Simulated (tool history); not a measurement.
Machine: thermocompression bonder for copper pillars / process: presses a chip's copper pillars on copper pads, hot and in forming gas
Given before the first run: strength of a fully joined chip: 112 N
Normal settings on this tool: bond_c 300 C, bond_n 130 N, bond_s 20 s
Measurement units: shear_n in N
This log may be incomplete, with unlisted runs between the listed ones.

Run 1, day 0.000: usual settings. Result: shear_n 78.1 N.
Run 2, day 1.367: usual settings. Result: shear_n 79.0 N.
Run 3, day 2.654: usual settings. Result: shear_n 79.0 N.
At day 3.171: forming gas filter changed.
Run 4, day 3.992: usual settings. Result: shear_n 78.7 N.
Run 5, day 5.650: usual settings. Result: shear_n 79.1 N.
Run 6, day 6.500: usual settings. Result: shear_n 78.8 N.
Run 7, day 7.279: usual settings. Result: shear_n 78.6 N.
Run 8, day 8.342: usual settings but bond_c 319 C. Result: shear_n 87.2 N.
Run 9, day 9.788: usual settings but bond_c 319 C. Result: shear_n 87.4 N.
Run 10, day 10.650: usual settings but bond_c 319 C. Result: shear_n 86.8 N.
Run 11, day 11.762: usual settings but bond_c 319 C. Result: shear_n 86.8 N.
Run 12, day 12.558: usual settings but bond_s 33 s. Result: shear_n 88.3 N.
Run 13, day 13.446: usual settings. Result: shear_n 78.4 N.
Run 14, day 14.833: usual settings. Result: shear_n 77.9 N.
Run 15, day 16.388: usual settings but bond_n 154 N. Result: shear_n 86.0 N.
Run 16, day 17.912: usual settings. Result: shear_n 78.0 N.
Run 17, day 18.658: usual settings. Result: shear_n 77.5 N.
Run 18, day 20.079: usual settings. Result: shear_n 78.1 N.
Run 19, day 20.817: usual settings but bond_c 326 C. Result: shear_n 88.4 N.
Run 20, day 22.096: usual settings. Result: shear_n 77.1 N.
Run 21, day 23.150: usual settings. Result: shear_n 77.7 N.
Run 22, day 24.479: usual settings but bond_c 317 C, bond_s 57 s. Result: shear_n 100.9 N.
Run 23, day 25.467: usual settings but bond_c 280 C, bond_n 94 N, bond_s 57 s. Result: shear_n 71.7 N.
Run 24, day 26.650: usual settings but bond_c 329 C, bond_n 161 N, bond_s 13 s. Result: shear_n 92.0 N.
Run 25, day 27.642: usual settings but bond_c 329 C, bond_n 119 N, bond_s 59 s. Result: shear_n 101.9 N.
Run 26, day 28.492: usual settings but bond_c 278 C, bond_s 30 s. Result: shear_n 74.0 N.
Run 27, day 29.879: usual settings but bond_c 290 C, bond_n 190 N, bond_s 42 s. Result: shear_n 101.3 N.
Run 28, day 30.958: usual settings but bond_c 319 C, bond_s 30 s. Result: shear_n 93.2 N.
Run 29, day 32.008: usual settings but bond_c 322 C, bond_n 156 N, bond_s 50 s. Result: shear_n 104.1 N.
Run 30, day 33.367: usual settings but bond_c 317 C, bond_n 149 N, bond_s 53 s. Result: shear_n 103.5 N.
At day 35.000: gauge calibrated.
Run 31, day 35.012: usual settings but bond_c 296 C, bond_n 158 N. Result: shear_n 87.4 N.
Run 32, day 36.454: usual settings but bond_c 314 C, bond_n 162 N, bond_s 22 s. Result: shear_n 97.2 N.
Run 33, day 37.383: usual settings but bond_c 290 C, bond_n 193 N, bond_s 22 s. Result: shear_n 94.7 N.
Run 34, day 39.058: usual settings but bond_n 111 N, bond_s 48 s. Result: shear_n 87.7 N.
Run 35, day 39.862: usual settings but bond_n 114 N, bond_s 25 s. Result: shear_n 76.9 N.
Run 36, day 41.446: usual settings but bond_c 303 C. Result: shear_n 80.5 N.
Run 37, day 42.746: usual settings but bond_c 303 C, bond_n 95 N. Result: shear_n 63.7 N.
Run 38, day 43.662: usual settings but bond_c 271 C, bond_n 100 N, bond_s 13 s. Result: shear_n 42.8 N.
Run 39, day 44.838: usual settings but bond_c 271 C, bond_n 100 N, bond_s 13 s. Result: shear_n 42.3 N.
Run 40, day 45.862: usual settings but bond_n 123 N. Result: shear_n 75.5 N.
Run 41, day 47.025: usual settings but bond_c 316 C, bond_n 136 N, bond_s 47 s. Result: shear_n 101.0 N.

Alternative continuations, all from the tool just after run 41; predict every row:
Run A, day 47.846: usual settings but bond_c 316 C, bond_n 141 N, bond_s 47 s. Result: shear_n ?.
Run B, day 47.846: usual settings but bond_c 315 C, bond_n 117 N, bond_s 25 s. Result: shear_n ?.
Run C, day 47.846: usual settings but bond_n 184 N. Result: shear_n ?.

run  shear_n
  A    102.2
  B     84.6
  C     94.5
With the hidden condition removed and each run's random variation left untouched, the same runs would have given:
run  shear_n
  A    103.3
  B     85.4
  C     95.4
